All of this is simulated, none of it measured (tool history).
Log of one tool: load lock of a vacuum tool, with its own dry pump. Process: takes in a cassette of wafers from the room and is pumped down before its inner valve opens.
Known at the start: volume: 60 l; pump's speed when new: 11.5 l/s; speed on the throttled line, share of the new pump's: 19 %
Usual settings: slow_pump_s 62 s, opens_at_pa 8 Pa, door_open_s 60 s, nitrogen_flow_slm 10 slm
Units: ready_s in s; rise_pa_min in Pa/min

run	hour	slow_pump_s	opens_at_pa	door_open_s	nitrogen_flow_slm	incoming humidity of the room's air, %	ready_s	rise_pa_min
1	0.0	62	8	60	10	45.5	100.8	0.075
2	85.0	62	8	60	10	46.6	101.6	0.078
3	192.8	62	8	60	9	41.7	100.6	0.076
4	313.9	62	8	60	9	43.8	100.9	0.079
5	439.2	62	8	60	9	44.0	100.3	0.078
6	536.5	62	8	60	9	43.8	101.8	0.084
7	655.2	62	8	60	9	44.3	101.0	0.084
8	729.5	62	8	60	10	43.7	99.9	0.085
9	807.0	62	8	60	10	46.0	101.7	0.084
10	919.8	107	8	60	10	45.0	135.9	0.090
11	1057.4	107	8	60	10	44.6	139.4	0.086
12	1156.6	107	8	60	10	45.2	136.4	0.088
13	1287.5	107	8	60	16	45.5	136.8	0.083
14	1401.4	62	8	60	10	44.8	101.8	0.095
15	1503.1	62	8	60	10	43.6	101.4	0.089
16	1628.9	49	8	60	10	43.3	91.4	0.097
17	1767.6	49	11	60	10	43.4	88.6	0.096
18	1887.7	49	11	60	10	46.2	89.1	0.098
19	2007.2	49	11	60	10	44.2	89.6	0.097
20	2099.3	72	6	60	10	47.9	110.9	0.097
21	2192.8	72	6	60	10	44.7	110.5	0.103
22	2268.9	72	6	60	10	46.7	110.8	0.101
23	2345.8	72	10	38	16	46.0	109.7	0.082
24	2487.9	32	8	60	10	44.0	77.2	0.109
25	2616.9	32	8	60	10	44.6	77.9	0.106
26	2684.9	62	15	60	17	42.3	98.0	0.096
27	2750.0	61	7	60	10	43.1	102.4	0.107
28	2840.4	61	7	60	10	43.3	101.7	0.111
29	2900.3	61	7	60	10	45.9	101.6	0.113
30	2986.9	61	7	60	10	46.8	102.4	0.117
31	3094.5	78	8	112	38	42.3	114.4	0.106
32	3192.7	42	8	32	10	42.5	86.1	0.105
33	3291.0	42	8	32	10	47.1	86.3	0.106
34	3422.5	42	8	32	10	46.2	85.0	0.103
35	3534.8	42	11	32	4	41.5	83.1	0.118
36	3608.4	42	11	32	4	43.6	83.5	0.111
37	3728.3	42	11	25	19	46.1	83.8	0.101

The same runs without the tool's hidden state, with the same run-to-run variation:
The hidden state here: pump's speed, % of a new pump's; leak at the door's seal, Pa l/s; drift of the gauge itself on ready_s, %; drift of the gauge itself on rise_pa_min, %.
run	ready_s	rise_pa_min
1	100.1	0.035
2	100.9	0.036
3	99.9	0.033
4	100.1	0.035
5	99.5	0.033
6	100.9	0.038
7	100.1	0.038
8	99.0	0.037
9	100.8	0.035
10	135.2	0.039
11	138.7	0.033
12	135.7	0.035
13	136.0	0.029
14	100.7	0.039
15	100.3	0.032
16	90.2	0.037
17	87.5	0.036
18	87.9	0.036
19	88.4	0.033
20	109.6	0.033
21	109.2	0.036
22	109.5	0.033
23	108.4	0.015
24	75.6	0.037
25	76.3	0.035
26	96.8	0.022
27	100.9	0.034
28	100.3	0.034
29	100.2	0.036
30	100.9	0.038
31	113.1	0.027
32	84.3	0.023
33	84.5	0.024
34	83.2	0.019
35	81.3	0.031
36	81.7	0.024
37	82.1	0.012

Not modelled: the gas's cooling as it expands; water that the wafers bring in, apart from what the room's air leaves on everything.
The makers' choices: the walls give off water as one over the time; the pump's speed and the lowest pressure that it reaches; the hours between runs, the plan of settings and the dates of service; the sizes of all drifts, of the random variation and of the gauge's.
